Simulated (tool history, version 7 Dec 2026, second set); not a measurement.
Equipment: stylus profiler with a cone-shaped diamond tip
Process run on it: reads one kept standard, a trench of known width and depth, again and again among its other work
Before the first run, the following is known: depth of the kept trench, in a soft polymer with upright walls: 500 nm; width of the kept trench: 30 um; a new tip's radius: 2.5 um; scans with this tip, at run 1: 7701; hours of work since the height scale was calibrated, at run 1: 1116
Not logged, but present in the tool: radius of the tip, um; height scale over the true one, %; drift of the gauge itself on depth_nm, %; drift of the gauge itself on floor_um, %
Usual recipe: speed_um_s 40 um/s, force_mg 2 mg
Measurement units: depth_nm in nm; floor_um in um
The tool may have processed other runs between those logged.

run,hour,speed_um_s,force_mg,scans with this tip,hours of work since the height scale was calibrated,depth_nm,floor_um
1,0,40,2,7701,1116,509.38,25.69
2,77.5,40,2,7918,1148,509.42,25.76
3,157.1,63,2,8142,1180,509.53,25.55
4,214.4,63,2,8303,1204,509.06,25.57
5,255.8,18,2,8420,1221,509.56,25.77
6,307,18,2,8564,1242,509.58,25.79
7,351.6,60,2,8689,1260,509.63,25.5
8,431,16,2,8912,1292,509.48,25.78
9,471.2,33,2,9025,1308,509.65,25.64
10,503.4,67,1.69,9115,1321,508.73,25.39
11,545.4,28,3.31,9233,1339,512.45,25.62
12,601,28,3.31,9389,1361,512.47,25.68
13,635.5,95,0.92,9487,1375,506.78,24.93

Below, some changes in depth_nm between adjacent runs. For each, the amount present without the hidden state too (settings, incoming material, random variation) and the amount remaining for the hidden state with gauge scatter not shared by both compared results:
Run 2 -> 3: speed_um_s 40 -> 63. depth_nm +0.11 nm: hidden state +0.06, all else +0.05.
Run 12 -> 13: speed_um_s 28 -> 95, force_mg 3.31 -> 0.92. depth_nm -5.69 nm: hidden state +0, all else -5.69.
